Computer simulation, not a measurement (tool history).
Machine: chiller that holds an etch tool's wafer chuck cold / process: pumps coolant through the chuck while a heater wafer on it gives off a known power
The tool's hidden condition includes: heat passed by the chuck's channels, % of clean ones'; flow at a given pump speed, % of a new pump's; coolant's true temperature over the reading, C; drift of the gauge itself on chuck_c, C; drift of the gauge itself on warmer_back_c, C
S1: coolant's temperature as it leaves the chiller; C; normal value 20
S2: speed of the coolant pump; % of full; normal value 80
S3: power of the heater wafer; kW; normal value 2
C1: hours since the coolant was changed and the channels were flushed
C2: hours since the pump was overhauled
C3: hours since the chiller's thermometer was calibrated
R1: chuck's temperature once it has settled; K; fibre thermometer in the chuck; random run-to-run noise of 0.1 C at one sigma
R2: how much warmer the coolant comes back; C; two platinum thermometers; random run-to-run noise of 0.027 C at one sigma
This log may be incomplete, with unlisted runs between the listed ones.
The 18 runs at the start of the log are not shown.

{"run": 19, "day": 68.671, "S1": 20, "S2": 80, "S3": 1.267, "C1": 90, "C2": 1845, "C3": 2461, "R1": 302.65, "R2": 2.89}
{"run": 20, "day": 71.175, "S1": 20, "S2": 80, "S3": 1.267, "C1": 151, "C2": 1905, "C3": 2521, "R1": 302.65, "R2": 2.85}
{"run": 21, "day": 76.012, "S1": 20, "S2": 80, "S3": 1.267, "C1": 267, "C2": 2021, "C3": 2637, "R1": 302.55, "R2": 2.91}
{"run": 22, "day": 78.217, "S1": 19, "S2": 82, "S3": 1.962, "C1": 320, "C2": 2074, "C3": 2690, "R1": 306.45, "R2": 4.38}
{"run": 23, "day": 81.358, "S1": 20, "S2": 65, "S3": 2.867, "C1": 395, "C2": 2149, "C3": 2766, "R1": 318.25, "R2": 8.25}
{"run": 24, "day": 85.442, "S1": 11, "S2": 66, "S3": 2.867, "C1": 493, "C2": 2247, "C3": 2864, "R1": 308.75, "R2": 8.15}
{"day": 86.521, "done": "chiller's thermometer calibrated"}
{"run": 25, "day": 88.108, "S1": 11, "S2": 66, "S3": 2.867, "C1": 556, "C2": 2310, "C3": 38, "R1": 308.85, "R2": 8.14}
{"run": 26, "day": 90.688, "S1": 11, "S2": 66, "S3": 2.867, "C1": 618, "C2": 2372, "C3": 100, "R1": 308.95, "R2": 8.16}

Run 27, settings as shown, results not yet in. Your forecast:
{"run": 27, "day": 93.671, "S1": 11, "S2": 66, "S3": 2.723, "C1": 689, "C2": 2444, "C3": 172, "R1": "?", "R2": "?"}

R1: 307.55 K
R2: 7.74 C
Were there no unlogged condition in the tool, this run, its random variation unchanged, would have produced R1 307.55 K, R2 8.03 C.

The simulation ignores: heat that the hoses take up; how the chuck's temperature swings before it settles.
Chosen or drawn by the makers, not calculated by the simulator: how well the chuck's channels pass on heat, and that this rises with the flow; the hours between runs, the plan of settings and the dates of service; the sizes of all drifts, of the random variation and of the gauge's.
